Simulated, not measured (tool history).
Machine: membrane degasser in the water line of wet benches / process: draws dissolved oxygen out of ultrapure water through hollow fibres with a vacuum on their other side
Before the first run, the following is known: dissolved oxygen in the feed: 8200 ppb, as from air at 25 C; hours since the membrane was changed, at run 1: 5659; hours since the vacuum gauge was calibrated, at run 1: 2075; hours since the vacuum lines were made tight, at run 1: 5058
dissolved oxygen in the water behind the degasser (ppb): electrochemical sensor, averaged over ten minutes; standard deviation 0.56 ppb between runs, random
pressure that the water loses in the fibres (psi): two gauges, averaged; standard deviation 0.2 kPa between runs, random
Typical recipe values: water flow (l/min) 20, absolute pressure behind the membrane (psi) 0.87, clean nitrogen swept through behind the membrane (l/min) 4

run    hour  water flow (l/min)  absolute pressure behind the membrane (psi)  clean nitrogen swept through behind the membrane (l/min)  hours since the membrane was changed  hours since the vacuum gauge was calibrated  hours since the vacuum lines were made tight  dissolved oxygen in the water behind the degasser (ppb)  pressure that the water loses in the fibres (psi)
  1       0                  20                                         0.87                                                         4                                  5659                                         2075                                          5058                                                     47.7                                               6.05
  2   195.9                  20                                         0.87                                                      2.12                                  5855                                         2271                                          5254                                                     76.4                                              6.067
  3   487.1                  20                                         0.87                                                      2.12                                  6146                                         2562                                          5545                                                     74.9                                              6.031
  4   698.9                  20                                         0.87                                                      2.12                                  6358                                         2774                                          5757                                                       75                                              6.009
  5   838.4                  20                                         0.87                                                         4                                  6497                                         2913                                          5896                                                     47.9                                              6.093
  6  1081.1                  20                                         0.87                                                         4                                  6740                                         3156                                          6139                                                       47                                              6.021
  7  1226.2                  20                                         0.87                                                         4                                  6885                                         3301                                          6284                                                     48.1                                              6.028
  8  1417.4                  20                                        1.011                                                         4                                  7076                                         3492                                          6475                                                     59.1                                              6.018
  9  1716.1                  20                                         0.87                                                      3.39                                  7375                                         3791                                          6774                                                     54.3                                              6.007
 10  1968.9                  20                                         0.87                                                      3.39                                  7628                                         4044                                          7027                                                     53.6                                              6.047
 11  2127.7                  20                                         0.87                                                      3.39                                  7786                                         4203                                          7185                                                     53.8                                              6.003
 12  2370.7                  20                                        1.314                                                         4                                  8029                                         4446                                          7428                                                     83.1                                              5.973
 13  2665.5                  20                                        1.314                                                         4                                  8324                                         4741                                          7723                                                     84.4                                              5.952
 14  2870.3                  20                                        1.314                                                         4                                  8529                                         4945                                          7928                                                     84.3                                              6.018
 15  3109.8                  20                                        1.314                                                         4                                  8769                                         5185                                          8168                                                     85.2                                              5.967
 16  3400.9                  20                                        1.314                                                         4                                  9060                                         5476                                          8459                                                     82.9                                              5.945
     3461.1  -- seals of the vacuum lines changed
 17  3561.7                  21                                        1.896                                                      8.52                                  9218                                         5635                                           101                                                     75.3                                              6.257
 18  3862.2                  15                                        0.598                                                      5.76                                  9519                                         5935                                           401                                                     13.6                                              4.451
 19  4134.6                  24                                        1.677                                                      4.73                                  9791                                         6208                                           674                                                    121.6                                              7.102
 20  4296.2                  24                                        1.677                                                      4.73                                  9953                                         6369                                           835                                                    124.1                                               7.15
     4353.6  -- vacuum gauge calibrated
 21  4513.1                  15                                        1.356                                                      1.84                                 10169                                          159                                          1051                                                    126.1                                              4.411
 22  4773.5                  15                                        0.806                                                     11.45                                 10430                                          420                                          1312                                                     15.3                                              4.422
 23  5079.3                  16                                         0.87                                                      3.97                                 10736                                          726                                          1618                                                     36.6                                              4.704
     5276.8  -- gauge calibrated
 24  5365.9                  16                                        0.806                                                       2.9                                 11022                                         1012                                          1904                                                       40                                              4.849
 25  5577.2                  31                                        0.798                                                      4.72                                 11233                                         1224                                          2116                                                     68.8                                              9.404
 26  5750.2                  20                                        0.965                                                     10.62                                 11406                                         1397                                          2289                                                     30.1                                               6.05
 27  5996.7                  20                                        0.965                                                     10.62                                 11653                                         1643                                          2535                                                     30.2                                               6.05
 28  6233.3                  13                                        0.965                                                      3.88                                 11890                                         1880                                          2772                                                     33.9                                              3.935

Expected results for the next run?
 29  6450.5                  12                                         0.87                                                         4                                 12107                                         2097                                          2989                                                        ?                                                  ?

{"run 29": {"dissolved oxygen in the water behind the degasser (ppb)": 25.2, "pressure that the water loses in the fibres (psi)": 3.626}}
With the hidden condition absent and the run-to-run variation left alone, this run would have shown dissolved oxygen in the water behind the degasser (ppb) 25.1, pressure that the water loses in the fibres (psi) 3.642.
